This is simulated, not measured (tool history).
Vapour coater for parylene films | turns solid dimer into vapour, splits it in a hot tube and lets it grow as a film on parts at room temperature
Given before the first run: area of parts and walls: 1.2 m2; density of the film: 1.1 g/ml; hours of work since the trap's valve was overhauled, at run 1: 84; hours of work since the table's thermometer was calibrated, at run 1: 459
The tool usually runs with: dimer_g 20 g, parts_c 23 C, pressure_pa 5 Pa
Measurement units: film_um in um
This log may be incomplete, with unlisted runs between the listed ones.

run	hour	dimer_g	parts_c	pressure_pa	hours of work since the trap's valve was overhauled	hours of work since the table's thermometer was calibrated	film_um
1	0	20	23	5	84	459	8.67
2	27.5	15	23	5	105	480	6.51
3	73	15	25	5	141	516	5.92
4	101.2	20	23	5	163	538	8.66
5	133.9	20	23	5	188	563	8.51
6	155	20	23	5	205	579	8.49
7	204.7	20	23	5	243	618	8.49
8	231.2	20	23	5	264	639	8.46
9	258.1	20	23	5	285	660	8.56
10	309.5	20	23	5	325	700	8.41
11	343	20	26	5	351	726	7.38
12	384.4	20	26	5	383	758	7.5
13	408.8	20	23	5	402	777	8.3
14	449.3	20	23	5	434	809	8.14
15	497.3	20	23	5	471	846	8.14
16	526.5	20	23	5	494	869	7.98
17	562	20	23	5	522	897	8.05
# hour 577.6: trap's valve overhauled
18	613.7	20	23	5	28	934	8.87
19	656.3	20	23	5	61	967	8.8
20	686.6	20	23	5	85	991	8.77
21	725.5	20	23	5	115	1021	8.73
22	758.9	20	23	5	141	1047	8.71
23	805	11	25	9.28	177	1083	4.38
24	827.8	11	25	9.28	195	1101	4.25
25	850.6	20	23	8.07	213	1119	8.4
26	901	8	25	2.34	252	1158	3.29
27	947.8	9	18	3.83	289	1195	4.63
28	990.2	20	33	10.68	322	1228	5.63
29	1040.8	14	33	10.68	361	1267	3.91
30	1070.7	14	30	2.92	385	1290	4.72
31	1096.7	14	27	6.22	405	1311	5.02
32	1139.6	16	23	9.48	438	1344	6.34
33	1166.6	13	23	3	459	1365	5.51
34	1190	28	23	5.69	478	1384	11.39
35	1217.4	28	23	5.69	499	1405	11.57
36	1240.8	28	23	5.69	517	1423	11.24
# hour 1264.1: trap's valve overhauled
37	1286.7	16	34	6.08	18	1456	4.78
38	1313.7	16	34	6.08	39	1477	4.81
39	1348.7	21	23	5	66	1504	9.44
40	1386.4	22	23	10.69	95	1534	9.24
41	1427.7	27	21	5	128	1566	12.7
42	1471.9	27	26	5.93	162	1600	10.67
43	1510.3	11	33	2.76	192	1630	3.46
44	1559	32	31	8.31	230	1668	10.18

Pick out some run-to-run changes in film_um. Of each, how much would a tool without hidden state show as well, from the settings, what came in and chance, and how much is left for the hidden state and any gauge scatter not in both results compared?
Hidden conditions of the tool in this case: vapour lost through the trap's worn valve, %; true temperature of the parts over the reading, C; drift of the gauge itself on film_um, %.
Run 17 -> 18: trap's valve overhauled. film_um +0.82 um: hidden state +0.76, all else +0.06.
Run 33 -> 34: dimer_g 13 -> 28, pressure_pa 3 -> 5.69. film_um +5.88 um: hidden state -0.37, all else +6.25.
Run 36 -> 37: dimer_g 28 -> 16, parts_c 23 -> 34, pressure_pa 5.69 -> 6.08, trap's valve overhauled. film_um -6.46 um: hidden state +0.9, all else -7.36.
Run 42 -> 43: dimer_g 27 -> 11, parts_c 26 -> 33, pressure_pa 5.93 -> 2.76. film_um -7.21 um: hidden state -0.03, all else -7.18.
Run 43 -> 44: dimer_g 11 -> 32, parts_c 33 -> 31, pressure_pa 2.76 -> 8.31. film_um +6.72 um: hidden state -0.07, all else +6.79.
